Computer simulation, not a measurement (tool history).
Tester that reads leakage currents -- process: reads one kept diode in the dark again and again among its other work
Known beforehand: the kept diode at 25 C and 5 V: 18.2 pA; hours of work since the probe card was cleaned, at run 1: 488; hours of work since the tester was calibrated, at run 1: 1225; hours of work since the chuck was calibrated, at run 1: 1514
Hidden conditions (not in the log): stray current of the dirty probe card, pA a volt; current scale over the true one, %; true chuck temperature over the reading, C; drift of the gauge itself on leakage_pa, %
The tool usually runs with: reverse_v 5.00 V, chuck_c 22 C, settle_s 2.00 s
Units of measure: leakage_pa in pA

run,day,reverse_v,chuck_c,settle_s,hours of work since the probe card was cleaned,hours of work since the tester was calibrated,hours of work since the chuck was calibrated,leakage_pa
1,0.000,5.00,22,2.00,488,1225,1514,14.61
2,1.775,5.00,22,2.00,508,1246,1535,14.73
3,4.079,5.00,22,2.00,534,1272,1561,14.62
4,5.871,5.00,22,2.00,555,1292,1581,14.72
5,7.446,5.00,22,2.00,573,1310,1599,14.68
6,9.175,5.00,22,2.00,593,1330,1619,14.75
7,10.546,5.00,21,2.00,608,1346,1634,13.46
8,13.500,5.00,22,2.00,642,1379,1668,14.60
9,15.083,5.00,44,2.00,660,1397,1686,89.17
10,17.950,5.00,24,2.00,693,1430,1719,17.50
11,19.292,5.00,24,2.00,708,1445,1734,17.36
12,21.221,5.00,24,2.00,730,1467,1756,17.34
# day 22.433: chuck's temperature calibrated
13,22.800,6.75,24,2.00,747,1484,4,19.75
14,24.883,6.75,24,2.00,771,1508,28,19.77
15,27.575,5.00,22,0.40,801,1539,59,17.27
16,30.500,5.00,22,0.40,835,1572,92,17.17
17,33.621,5.00,22,0.40,870,1608,127,17.20
18,35.304,5.00,53,2.00,889,1627,147,177.14
19,37.117,5.00,53,2.00,910,1647,167,176.38
20,39.342,5.00,22,2.00,935,1673,193,14.66
21,41.538,13.43,43,0.49,960,1698,218,129.29
22,44.267,11.93,43,1.83,991,1729,249,118.35
23,45.992,5.00,22,0.72,1011,1748,268,15.74
24,48.808,5.00,22,0.72,1043,1781,301,15.67
25,51.412,5.00,22,0.72,1073,1810,330,15.77
26,53.367,8.68,26,2.74,1095,1833,352,25.66
27,55.954,8.68,26,2.74,1125,1862,382,25.69
28,57.512,15.50,21,1.93,1142,1880,400,22.23
29,60.204,15.50,21,1.93,1173,1910,430,22.28
30,61.779,5.66,22,2.00,1191,1928,448,15.31
31,64.925,5.66,22,2.00,1227,1964,484,15.35
32,66.862,5.66,22,2.00,1249,1986,506,15.42
33,68.508,11.41,24,1.08,1268,2005,525,26.16
34,71.483,11.41,24,1.08,1302,2039,559,26.10
35,73.342,6.41,24,1.08,1323,2060,580,19.98
36,74.896,6.41,24,1.08,1340,2078,598,19.99
37,76.279,3.96,22,2.00,1356,2094,614,13.24
38,78.688,1.73,55,1.41,1384,2121,641,133.43
39,80.229,5.00,22,9.10,1401,2139,659,14.11

Below are 4 alternative next runs, each starting from the tool's condition after run 39. Predict each:
A,82.604,4.01,23,2.11,1428,2166,686,?
B,82.604,5.00,22,2.00,1428,2166,686,?
C,82.604,5.00,22,8.29,1428,2166,686,?
D,82.604,15.76,22,2.11,1428,2166,686,?

run,leakage_pa
A,14.58
B,14.64
C,14.17
D,24.32
Take away the tool's hidden state, keep each run's random variation, and the runs would have read:
run,leakage_pa
A,14.57
B,14.62
C,14.15
D,24.28

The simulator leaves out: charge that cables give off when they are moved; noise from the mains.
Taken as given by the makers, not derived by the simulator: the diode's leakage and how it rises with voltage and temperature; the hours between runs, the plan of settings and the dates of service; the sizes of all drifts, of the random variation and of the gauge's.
